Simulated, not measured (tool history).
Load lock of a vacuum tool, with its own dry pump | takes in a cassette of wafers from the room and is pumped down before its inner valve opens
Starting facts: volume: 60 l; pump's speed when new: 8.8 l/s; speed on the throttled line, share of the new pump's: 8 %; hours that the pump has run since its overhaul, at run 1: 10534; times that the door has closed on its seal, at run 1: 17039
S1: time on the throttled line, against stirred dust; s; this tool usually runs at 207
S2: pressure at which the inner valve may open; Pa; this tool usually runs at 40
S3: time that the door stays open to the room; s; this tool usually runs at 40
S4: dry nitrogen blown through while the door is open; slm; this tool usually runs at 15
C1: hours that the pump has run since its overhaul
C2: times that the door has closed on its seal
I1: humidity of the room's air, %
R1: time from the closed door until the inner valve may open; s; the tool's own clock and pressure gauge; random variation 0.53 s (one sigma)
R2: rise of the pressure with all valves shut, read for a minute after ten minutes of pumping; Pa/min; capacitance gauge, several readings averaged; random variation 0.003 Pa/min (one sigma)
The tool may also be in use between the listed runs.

{"run": 1, "hour": 0.0, "S1": 207, "S2": 40, "S3": 40, "S4": 15, "C1": 10534, "C2": 17039, "I1": 42.4, "R1": 247.4, "R2": 0.086}
{"run": 2, "hour": 200.7, "S1": 207, "S2": 40, "S3": 40, "S4": 15, "C1": 10734, "C2": 17714, "I1": 43.0, "R1": 246.5, "R2": 0.077}
{"run": 3, "hour": 324.9, "S1": 207, "S2": 40, "S3": 40, "S4": 15, "C1": 10859, "C2": 18131, "I1": 42.9, "R1": 247.3, "R2": 0.084}
{"run": 4, "hour": 441.5, "S1": 207, "S2": 40, "S3": 40, "S4": 15, "C1": 10975, "C2": 18523, "I1": 43.4, "R1": 246.7, "R2": 0.089}
{"run": 5, "hour": 644.0, "S1": 207, "S2": 40, "S3": 40, "S4": 15, "C1": 11178, "C2": 19204, "I1": 46.9, "R1": 247.0, "R2": 0.088}
{"run": 6, "hour": 821.7, "S1": 207, "S2": 40, "S3": 40, "S4": 15, "C1": 11355, "C2": 19802, "I1": 48.0, "R1": 247.6, "R2": 0.09}
{"run": 7, "hour": 974.0, "S1": 207, "S2": 40, "S3": 40, "S4": 11, "C1": 11508, "C2": 20314, "I1": 44.3, "R1": 247.3, "R2": 0.093}
{"run": 8, "hour": 1090.7, "S1": 207, "S2": 40, "S3": 40, "S4": 11, "C1": 11624, "C2": 20706, "I1": 42.8, "R1": 247.1, "R2": 0.099}
{"run": 9, "hour": 1194.8, "S1": 207, "S2": 40, "S3": 26, "S4": 15, "C1": 11729, "C2": 21056, "I1": 48.0, "R1": 246.4, "R2": 0.093}
{"run": 10, "hour": 1377.0, "S1": 147, "S2": 40, "S3": 31, "S4": 15, "C1": 11911, "C2": 21669, "I1": 43.3, "R1": 192.9, "R2": 0.092}
{"run": 11, "hour": 1498.2, "S1": 135, "S2": 40, "S3": 151, "S4": 15, "C1": 12032, "C2": 22076, "I1": 41.5, "R1": 182.5, "R2": 0.143}
{"run": 12, "hour": 1632.1, "S1": 135, "S2": 40, "S3": 151, "S4": 15, "C1": 12166, "C2": 22526, "I1": 44.0, "R1": 181.5, "R2": 0.146}
{"run": 13, "hour": 1777.8, "S1": 126, "S2": 40, "S3": 25, "S4": 15, "C1": 12311, "C2": 23016, "I1": 45.2, "R1": 173.5, "R2": 0.096}
{"run": 14, "hour": 1939.0, "S1": 163, "S2": 50, "S3": 40, "S4": 41, "C1": 12473, "C2": 23559, "I1": 41.3, "R1": 206.4, "R2": 0.098}
{"run": 15, "hour": 2108.6, "S1": 200, "S2": 40, "S3": 40, "S4": 15, "C1": 12642, "C2": 24129, "I1": 45.9, "R1": 242.1, "R2": 0.114}
{"run": 16, "hour": 2220.6, "S1": 208, "S2": 49, "S3": 191, "S4": 15, "C1": 12754, "C2": 24505, "I1": 43.0, "R1": 246.0, "R2": 0.161}
{"run": 17, "hour": 2370.9, "S1": 125, "S2": 30, "S3": 49, "S4": 6, "C1": 12905, "C2": 25011, "I1": 45.5, "R1": 174.8, "R2": 0.126}
{"run": 18, "hour": 2465.3, "S1": 125, "S2": 35, "S3": 49, "S4": 37, "C1": 12999, "C2": 25328, "I1": 42.6, "R1": 173.6, "R2": 0.106}

Each row is a separate what-if for the run after 18, all from the same tool condition, not one after another. Results?
{"run": "A", "hour": 2557.2, "S1": 232, "S2": 40, "S3": 43, "S4": 42, "C1": 13091, "C2": 25637, "I1": 42.9, "R1": "?", "R2": "?"}
{"run": "B", "hour": 2557.2, "S1": 168, "S2": 32, "S3": 102, "S4": 15, "C1": 13091, "C2": 25637, "I1": 45.4, "R1": "?", "R2": "?"}
{"run": "C", "hour": 2557.2, "S1": 240, "S2": 40, "S3": 40, "S4": 15, "C1": 13091, "C2": 25637, "I1": 43.4, "R1": "?", "R2": "?"}
{"run": "D", "hour": 2557.2, "S1": 274, "S2": 40, "S3": 152, "S4": 39, "C1": 13091, "C2": 25637, "I1": 44.1, "R1": "?", "R2": "?"}
{"run": "E", "hour": 2557.2, "S1": 125, "S2": 37, "S3": 209, "S4": 42, "C1": 13091, "C2": 25637, "I1": 42.8, "R1": "?", "R2": "?"}

run=A R1=269.9 R2=0.105
run=B R1=214.2 R2=0.139
run=C R1=279.1 R2=0.117
run=D R1=308.9 R2=0.123
run=E R1=173.6 R2=0.138
With the hidden condition removed and each run's random variation left untouched, the same runs would have given:
run=A R1=266.1 R2=0.015
run=B R1=209.7 R2=0.048
run=C R1=275.3 R2=0.026
run=D R1=305.5 R2=0.033
run=E R1=168.8 R2=0.048
